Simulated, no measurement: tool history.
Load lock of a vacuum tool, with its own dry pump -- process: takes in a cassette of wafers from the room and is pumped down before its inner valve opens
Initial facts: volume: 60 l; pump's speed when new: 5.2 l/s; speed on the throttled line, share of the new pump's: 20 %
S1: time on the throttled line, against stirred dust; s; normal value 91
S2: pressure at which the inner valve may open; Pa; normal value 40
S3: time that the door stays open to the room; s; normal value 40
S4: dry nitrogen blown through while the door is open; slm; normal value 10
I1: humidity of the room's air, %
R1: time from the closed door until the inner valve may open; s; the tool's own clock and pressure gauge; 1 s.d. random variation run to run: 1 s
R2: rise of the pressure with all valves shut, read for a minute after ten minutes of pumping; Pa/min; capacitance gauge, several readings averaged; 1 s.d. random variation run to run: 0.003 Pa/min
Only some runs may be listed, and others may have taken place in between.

{"run": 1, "hour": 0.0, "S1": 91, "S2": 40, "S3": 40, "S4": 10, "I1": 47.5, "R1": 166.5, "R2": 0.288}
{"run": 2, "hour": 81.0, "S1": 91, "S2": 40, "S3": 40, "S4": 10, "I1": 42.4, "R1": 166.4, "R2": 0.291}
{"run": 3, "hour": 232.4, "S1": 91, "S2": 40, "S3": 40, "S4": 10, "I1": 44.2, "R1": 168.1, "R2": 0.301}
{"run": 4, "hour": 327.1, "S1": 91, "S2": 40, "S3": 40, "S4": 10, "I1": 45.1, "R1": 166.7, "R2": 0.293}
{"run": 5, "hour": 429.4, "S1": 91, "S2": 67, "S3": 40, "S4": 10, "I1": 41.2, "R1": 158.5, "R2": 0.303}
{"run": 6, "hour": 557.6, "S1": 91, "S2": 40, "S3": 40, "S4": 10, "I1": 47.3, "R1": 165.6, "R2": 0.311}
{"run": 7, "hour": 699.7, "S1": 91, "S2": 40, "S3": 40, "S4": 10, "I1": 43.3, "R1": 167.0, "R2": 0.317}
{"run": 8, "hour": 812.8, "S1": 91, "S2": 40, "S3": 40, "S4": 10, "I1": 45.0, "R1": 165.6, "R2": 0.327}
{"run": 9, "hour": 935.8, "S1": 91, "S2": 40, "S3": 40, "S4": 10, "I1": 41.7, "R1": 166.2, "R2": 0.334}
{"run": 10, "hour": 1063.2, "S1": 91, "S2": 77, "S3": 40, "S4": 10, "I1": 44.3, "R1": 158.8, "R2": 0.339}
{"run": 11, "hour": 1197.8, "S1": 91, "S2": 40, "S3": 40, "S4": 10, "I1": 42.7, "R1": 167.4, "R2": 0.346}
{"run": 12, "hour": 1355.2, "S1": 157, "S2": 40, "S3": 40, "S4": 10, "I1": 44.4, "R1": 220.3, "R2": 0.356}
{"run": 13, "hour": 1489.8, "S1": 157, "S2": 40, "S3": 40, "S4": 10, "I1": 47.8, "R1": 220.0, "R2": 0.363}
{"run": 14, "hour": 1583.8, "S1": 91, "S2": 40, "S3": 40, "S4": 10, "I1": 45.9, "R1": 168.5, "R2": 0.357}
{"run": 15, "hour": 1647.8, "S1": 91, "S2": 33, "S3": 40, "S4": 13, "I1": 44.7, "R1": 168.2, "R2": 0.359}
{"run": 16, "hour": 1737.2, "S1": 91, "S2": 33, "S3": 190, "S4": 27, "I1": 44.0, "R1": 169.4, "R2": 0.374}
{"run": 17, "hour": 1838.5, "S1": 51, "S2": 30, "S3": 190, "S4": 39, "I1": 45.9, "R1": 138.3, "R2": 0.372}
{"run": 18, "hour": 1978.5, "S1": 51, "S2": 76, "S3": 112, "S4": 33, "I1": 48.4, "R1": 127.9, "R2": 0.376}
{"run": 19, "hour": 2091.3, "S1": 119, "S2": 48, "S3": 40, "S4": 10, "I1": 43.1, "R1": 186.9, "R2": 0.375}
{"run": 20, "hour": 2170.0, "S1": 119, "S2": 48, "S3": 165, "S4": 10, "I1": 44.1, "R1": 189.3, "R2": 0.424}
{"run": 21, "hour": 2274.7, "S1": 91, "S2": 39, "S3": 40, "S4": 10, "I1": 43.6, "R1": 167.5, "R2": 0.404}
{"run": 22, "hour": 2431.4, "S1": 91, "S2": 39, "S3": 40, "S4": 10, "I1": 41.9, "R1": 168.6, "R2": 0.409}
{"run": 23, "hour": 2576.2, "S1": 172, "S2": 41, "S3": 56, "S4": 28, "I1": 43.1, "R1": 232.1, "R2": 0.396}

What will run 24 give?
{"run": 24, "hour": 2731.4, "S1": 172, "S2": 41, "S3": 56, "S4": 28, "I1": 47.3, "R1": "?", "R2": "?"}

{"run 24": {"R1": 230.7, "R2": 0.416}}
Without the tool's hidden state the same run would have given R1 227.6 s, R2 0.036 Pa/min.

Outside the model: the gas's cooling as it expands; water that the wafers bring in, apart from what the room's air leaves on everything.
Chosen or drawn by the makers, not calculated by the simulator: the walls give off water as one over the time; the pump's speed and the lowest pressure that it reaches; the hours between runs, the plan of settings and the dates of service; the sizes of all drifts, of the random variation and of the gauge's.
